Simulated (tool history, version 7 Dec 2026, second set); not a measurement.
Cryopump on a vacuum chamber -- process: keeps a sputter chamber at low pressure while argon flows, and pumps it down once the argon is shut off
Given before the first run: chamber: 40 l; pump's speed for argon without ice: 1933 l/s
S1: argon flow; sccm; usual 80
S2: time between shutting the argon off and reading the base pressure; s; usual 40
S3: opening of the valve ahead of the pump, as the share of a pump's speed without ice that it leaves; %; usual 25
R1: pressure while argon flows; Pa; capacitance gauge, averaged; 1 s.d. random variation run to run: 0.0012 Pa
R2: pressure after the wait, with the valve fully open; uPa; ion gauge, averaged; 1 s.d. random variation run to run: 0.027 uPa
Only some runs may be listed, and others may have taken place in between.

{"run": 1, "hour": 0.0, "S1": 80, "S2": 40, "S3": 25, "R1": 0.2942, "R2": 2.73}
{"run": 2, "hour": 38.9, "S1": 80, "S2": 40, "S3": 25, "R1": 0.2943, "R2": 2.81}
{"run": 3, "hour": 106.0, "S1": 80, "S2": 40, "S3": 25, "R1": 0.2978, "R2": 2.95}
{"run": 4, "hour": 164.5, "S1": 80, "S2": 40, "S3": 25, "R1": 0.3043, "R2": 3.04}
{"run": 5, "hour": 202.9, "S1": 44, "S2": 40, "S3": 25, "R1": 0.1694, "R2": 3.23}
{"run": 6, "hour": 238.6, "S1": 44, "S2": 40, "S3": 25, "R1": 0.1704, "R2": 3.25}
{"run": 7, "hour": 267.7, "S1": 44, "S2": 40, "S3": 25, "R1": 0.1716, "R2": 3.25}
{"hour": 331.4, "done": "pump warmed up, emptied and cooled again"}
{"run": 8, "hour": 332.3, "S1": 44, "S2": 40, "S3": 25, "R1": 0.1541, "R2": 2.65}
{"run": 9, "hour": 360.0, "S1": 44, "S2": 40, "S3": 25, "R1": 0.1552, "R2": 2.64}
{"run": 10, "hour": 389.2, "S1": 44, "S2": 40, "S3": 25, "R1": 0.1562, "R2": 2.74}
{"run": 11, "hour": 452.1, "S1": 80, "S2": 40, "S3": 25, "R1": 0.2853, "R2": 2.91}
{"run": 12, "hour": 495.4, "S1": 80, "S2": 40, "S3": 25, "R1": 0.2871, "R2": 2.9}
{"run": 13, "hour": 540.7, "S1": 80, "S2": 120, "S3": 25, "R1": 0.2906, "R2": 2.14}
{"run": 14, "hour": 605.7, "S1": 80, "S2": 120, "S3": 25, "R1": 0.2928, "R2": 2.35}
{"run": 15, "hour": 648.2, "S1": 80, "S2": 120, "S3": 50, "R1": 0.1549, "R2": 2.31}
{"run": 16, "hour": 676.7, "S1": 80, "S2": 120, "S3": 50, "R1": 0.1557, "R2": 2.47}
{"run": 17, "hour": 726.8, "S1": 80, "S2": 120, "S3": 50, "R1": 0.1593, "R2": 2.5}
{"run": 18, "hour": 761.5, "S1": 42, "S2": 111, "S3": 30, "R1": 0.135, "R2": 2.63}

Run 19 has not been measured yet. What should we expect?
{"run": 19, "hour": 819.0, "S1": 80, "S2": 40, "S3": 42, "R1": "?", "R2": "?"}

Run 19 produced R1 0.1922 Pa, R2 3.48 uPa.
Without the tool's hidden state the same run would have given R1 0.1662 Pa, R2 1.28 uPa.
